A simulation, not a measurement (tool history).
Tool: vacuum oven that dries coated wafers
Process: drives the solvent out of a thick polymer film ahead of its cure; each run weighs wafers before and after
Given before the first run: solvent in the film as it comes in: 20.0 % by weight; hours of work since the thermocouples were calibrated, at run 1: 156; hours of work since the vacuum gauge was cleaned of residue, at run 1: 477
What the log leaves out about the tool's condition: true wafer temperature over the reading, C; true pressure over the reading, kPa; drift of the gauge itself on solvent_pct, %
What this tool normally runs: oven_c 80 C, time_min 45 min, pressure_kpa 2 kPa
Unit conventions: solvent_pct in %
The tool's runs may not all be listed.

| run | hour | oven_c | time_min | pressure_kpa | hours of work since the thermocouples were calibrated | hours of work since the vacuum gauge was cleaned of residue | solvent_pct |
|---|---|---|---|---|---|---|---|
| 1 | 0 | 80 | 45 | 2 | 156 | 477 | 1.65 |
| 2 | 75.9 | 80 | 45 | 2 | 189 | 509 | 1.65 |
| 3 | 139 | 80 | 45 | 2 | 216 | 537 | 1.64 |
| 4 | 192.6 | 80 | 45 | 2 | 239 | 560 | 1.65 |
| 5 | 253.6 | 80 | 45 | 2 | 265 | 586 | 1.63 |
| 6 | 322.1 | 78 | 45 | 2 | 294 | 615 | 2.03 |
| 7 | 414.6 | 66 | 45 | 2 | 334 | 655 | 6.11 |
| 8 | 490.9 | 80 | 45 | 2 | 367 | 688 | 1.66 |
| 9 | 572.7 | 77 | 45 | 2 | 402 | 723 | 2.26 |
| 10 | 665.3 | 75 | 77 | 1.91 | 442 | 763 | 1.39 |
| 11 | 739.7 | 80 | 26 | 2 | 474 | 795 | 3.61 |
| 12 | 815.4 | 80 | 26 | 2 | 506 | 827 | 3.58 |

The next listed run, before its measurement:
| 13 | 859.3 | 79 | 32 | 2.33 | 525 | 846 | ? |

Run 13 yielded solvent_pct 3.11 %.
If the tool had no hidden condition, the same run with the same run-to-run variation would have returned solvent_pct 3.11 %.

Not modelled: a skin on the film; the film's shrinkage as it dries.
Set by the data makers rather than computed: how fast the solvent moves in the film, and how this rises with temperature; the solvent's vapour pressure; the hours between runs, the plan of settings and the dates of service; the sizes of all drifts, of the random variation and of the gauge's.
